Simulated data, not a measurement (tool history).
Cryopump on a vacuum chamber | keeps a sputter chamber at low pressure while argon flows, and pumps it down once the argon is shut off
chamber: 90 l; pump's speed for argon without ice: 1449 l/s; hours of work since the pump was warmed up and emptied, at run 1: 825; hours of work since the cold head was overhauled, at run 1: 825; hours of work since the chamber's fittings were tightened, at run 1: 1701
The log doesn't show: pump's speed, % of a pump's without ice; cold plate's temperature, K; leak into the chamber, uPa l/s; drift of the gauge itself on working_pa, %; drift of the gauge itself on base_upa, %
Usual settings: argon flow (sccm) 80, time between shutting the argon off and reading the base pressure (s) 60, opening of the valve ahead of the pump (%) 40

run    hour  argon flow (sccm)  time between shutting the argon off and reading the base pressure (s)  opening of the valve ahead of the pump (%)  hours of work since the pump was warmed up and emptied  hours of work since the cold head was overhauled  hours of work since the chamber's fittings were tightened  pressure while argon flows (Pa)  pressure after the wait (uPa)
  1     0.0                 80                                                                     60                                          40                                                     825                                               825                                                       1701                           0.2627                           2.87
  2    76.9                 80                                                                     60                                          40                                                     894                                               894                                                       1770                           0.2674                           2.95
  3   149.9                 80                                                                     60                                          40                                                     959                                               959                                                       1835                           0.2682                           3.08
  4   207.6                 80                                                                     60                                          40                                                    1011                                              1011                                                       1887                           0.2716                           3.16
  5   309.9                 80                                                                     60                                          40                                                    1103                                              1103                                                       1979                           0.2786                           3.35
      327.9  -- pump warmed up, emptied and cooled again
  6   413.9                 80                                                                     60                                          40                                                      77                                              1192                                                       2068                           0.2385                           2.72
  7   481.8                 80                                                                     60                                          40                                                     138                                              1252                                                       2128                           0.2391                           2.82
  8   535.9                 81                                                                     60                                          40                                                     186                                              1301                                                       2177                           0.2433                           2.90
  9   593.8                 81                                                                     82                                          45                                                     238                                              1353                                                       2229                           0.2191                           2.75
 10   655.3                130                                                                    132                                          37                                                     293                                              1408                                                       2284                           0.4266                           2.61
 11   704.4                 43                                                                     32                                          52                                                     337                                              1452                                                       2328                           0.1032                           3.81
 12   798.2                 78                                                                     28                                          53                                                     421                                              1536                                                       2412                           0.1882                           4.16
 13   889.0                 78                                                                     22                                          53                                                     503                                              1617                                                       2493                           0.1901                           4.58
 14   934.1                 78                                                                     22                                          19                                                     543                                              1658                                                       2534                           0.5018                           4.80
 15  1014.1                 80                                                                    111                                          40                                                     615                                              1729                                                       2605                           0.2573                           3.33
 16  1105.0                 80                                                                    111                                          40                                                     696                                              1811                                                       2687                           0.2611                           3.51

4 ways to go on from here, each from the tool as it stands after run 16. What would each give?
  A  1186.4                127                                                                    111                                          20                                                     769                                              1884                                                       2760                                ?                              ?
  B  1186.4                 80                                                                     41                                          37                                                     769                                              1884                                                       2760                                ?                              ?
  C  1186.4                139                                                                    111                                          40                                                     769                                              1884                                                       2760                                ?                              ?
  D  1186.4                 80                                                                     60                                          21                                                     769                                              1884                                                       2760                                ?                              ?

run  pressure while argon flows (Pa)  pressure after the wait (uPa)
  A                           0.7892                           3.73
  B                           0.2828                           4.39
  C                           0.4628                           3.73
  D                           0.4810                           3.99
Without the tool's hidden state the same runs would have given:
run  pressure while argon flows (Pa)  pressure after the wait (uPa)
  A                           0.7398                           0.64
  B                           0.2516                           1.31
  C                           0.4083                           0.64
  D                           0.4495                           0.97

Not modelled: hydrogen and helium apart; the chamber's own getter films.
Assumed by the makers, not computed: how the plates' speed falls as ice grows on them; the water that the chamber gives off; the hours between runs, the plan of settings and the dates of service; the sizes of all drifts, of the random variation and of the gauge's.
